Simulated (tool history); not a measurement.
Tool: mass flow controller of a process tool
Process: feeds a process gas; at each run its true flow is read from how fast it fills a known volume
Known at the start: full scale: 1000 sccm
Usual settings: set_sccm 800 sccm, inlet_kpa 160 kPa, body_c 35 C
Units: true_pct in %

run	hour	set_sccm	inlet_kpa	body_c	true_pct
1	0	800	160	35	101.19
2	271.6	800	160	22	101.96
3	491	800	160	34	101.42
4	863.4	800	160	34	101.6
5	1310.4	800	160	34	101.97
6	1779.1	210	160	35	103.74
7	2285.8	210	160	35	104.28
8	2697.9	210	160	35	104.66
9	2992.9	210	160	35	104.91
10	3345.9	800	160	20	103.53
11	3671	800	160	30	103.15
12	4065.2	800	184	30	103.69
# hour 4419.6: controller exchanged for a calibrated one
13	4472.5	800	184	30	99.1
14	4889.3	800	184	30	99.37
15	5164.8	800	184	30	99.47
16	5640.7	393	226	32	99.23
17	5854.2	106	187	38	99.44
18	6176.7	238	211	28	99.7
19	6556	238	197	31	99.82
20	6776.6	238	197	31	99.99
21	7085.2	239	217	35	100.06
22	7553.5	470	201	32	100.23
23	7805.2	397	145	32	100.09
24	8256.5	800	208	40	100.79
25	8624.1	319	233	40	100.97
26	9085.5	860	250	24	102.2
27	9546.1	860	250	24	102.44

Some steps in true_pct between neighbouring runs. How much of each would the tool show without its hidden state too (settings, what came in, random variation), and how much is left for the hidden state, with any gauge scatter that isn't in both results?
The hidden state here: flow at rest that the sensor doesn't see, % of full scale; true flow over the shown one, %; drift of the gauge itself on true_pct, %.
Run 5 -> 6: set_sccm 800 -> 210, body_c 34 -> 35. true_pct +1.77 %: hidden state +3.29, all else -1.52.
Run 9 -> 10: set_sccm 210 -> 800, body_c 35 -> 20. true_pct -1.38 %: hidden state -3.47, all else +2.09.
Run 12 -> 13: controller exchanged for a calibrated one. true_pct -4.59 %: hidden state -4.39, all else -0.2.

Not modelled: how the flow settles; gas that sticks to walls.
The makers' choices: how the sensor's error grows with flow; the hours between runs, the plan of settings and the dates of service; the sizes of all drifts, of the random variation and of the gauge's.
